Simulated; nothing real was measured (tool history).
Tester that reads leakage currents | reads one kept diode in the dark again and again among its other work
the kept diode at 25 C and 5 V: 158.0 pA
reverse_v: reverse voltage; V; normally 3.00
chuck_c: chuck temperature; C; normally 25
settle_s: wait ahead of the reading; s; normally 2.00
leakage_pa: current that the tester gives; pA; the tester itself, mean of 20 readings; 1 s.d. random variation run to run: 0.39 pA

Run 1, hour 0.0: usual settings. Result: leakage_pa 139.62 pA.
Run 2, hour 49.9: usual settings. Result: leakage_pa 140.35 pA.
Run 3, hour 133.8: usual settings. Result: leakage_pa 141.73 pA.
Run 4, hour 213.0: usual settings. Result: leakage_pa 142.00 pA.
Run 5, hour 252.6: usual settings. Result: leakage_pa 141.43 pA.
Run 6, hour 318.0: usual settings. Result: leakage_pa 142.58 pA.
Run 7, hour 359.5: usual settings. Result: leakage_pa 143.37 pA.
Run 8, hour 398.9: usual settings but settle_s 4.07 s. Result: leakage_pa 142.83 pA.
Run 9, hour 475.3: usual settings but settle_s 4.07 s. Result: leakage_pa 143.89 pA.
At hour 529.6: probe card cleaned and baked.
Run 10, hour 552.0: usual settings but reverse_v 2.34 V, chuck_c 52 C, settle_s 9.41 s. Result: leakage_pa 1216.89 pA.
Run 11, hour 630.9: usual settings but settle_s 0.73 s. Result: leakage_pa 142.89 pA.
Run 12, hour 717.3: usual settings but reverse_v 7.83 V, chuck_c 34 C, settle_s 2.33 s. Result: leakage_pa 476.42 pA.
Run 13, hour 786.0: usual settings but reverse_v 12.97 V, chuck_c 22 C, settle_s 5.17 s. Result: leakage_pa 202.80 pA.

Consider 3 possible next runs. They are alternatives, not a sequence: every one starts from the tool as it was left by run 13. What does each give?
Run A, hour 826.1: usual settings but reverse_v 12.97 V, settle_s 1.56 s. Result: leakage_pa ?.
Run B, hour 826.1: usual settings. Result: leakage_pa ?.
Run C, hour 826.1: usual settings but chuck_c 51 C. Result: leakage_pa ?.

run  leakage_pa
  A      270.16
  B      143.51
  C     1269.32
Had the tool no hidden state, the same runs would have come out as:
run  leakage_pa
  A      240.23
  B      127.75
  C     1150.33
